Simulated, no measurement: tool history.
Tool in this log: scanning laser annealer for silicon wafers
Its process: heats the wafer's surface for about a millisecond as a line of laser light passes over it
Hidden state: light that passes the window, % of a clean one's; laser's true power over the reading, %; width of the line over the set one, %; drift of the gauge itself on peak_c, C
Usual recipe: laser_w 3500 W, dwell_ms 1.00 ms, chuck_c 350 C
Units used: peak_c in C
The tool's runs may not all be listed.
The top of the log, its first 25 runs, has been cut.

run,hour,laser_w,dwell_ms,chuck_c,hours of work since the window was cleaned,hours of work since the power meter was calibrated,hours of work since the optics were aligned,peak_c
26,1723.7,3500,0.72,350,745,3130,638,934
27,1781.8,3366,1.00,315,782,3167,675,1000
# hour 1789.5: laser's power meter calibrated
28,1833.2,3594,0.75,322,813,28,706,944
29,1872.8,3594,0.82,374,838,53,731,1029
# hour 1951.5: window over the wafer cleaned
30,1951.5,3594,0.82,374,0,101,779,1044
31,2025.5,3500,1.00,339,47,148,826,1074
32,2089.2,3500,1.00,339,87,189,867,1071
# hour 2106.8: laser's power meter calibrated, once more
33,2141.8,3500,1.00,339,119,22,898,1055
34,2192.4,3560,1.23,320,151,54,930,1143
35,2279.9,3560,1.23,320,206,110,986,1141
36,2349.6,3500,1.21,328,250,154,1030,1127
37,2389.7,3215,0.73,356,276,179,1055,898
38,2455.2,3500,1.00,383,317,221,1097,1094
39,2501.6,3500,1.00,383,347,250,1126,1091
40,2568.3,3500,1.00,342,389,293,1169,1049
41,2613.2,2989,0.97,342,418,321,1197,932
42,2671.4,2989,0.97,342,455,358,1234,930

Branching from run 42: 3 alternative next runs. What would each branch give?
A,2740.8,3137,0.90,350,499,402,1278,?
B,2740.8,3044,0.98,334,499,402,1278,?
C,2740.8,3158,1.17,388,499,402,1278,?

run,peak_c
A,943
B,936
C,1080
What these runs would have given with no unlogged condition in the tool:
run,peak_c
A,956
B,949
C,1095

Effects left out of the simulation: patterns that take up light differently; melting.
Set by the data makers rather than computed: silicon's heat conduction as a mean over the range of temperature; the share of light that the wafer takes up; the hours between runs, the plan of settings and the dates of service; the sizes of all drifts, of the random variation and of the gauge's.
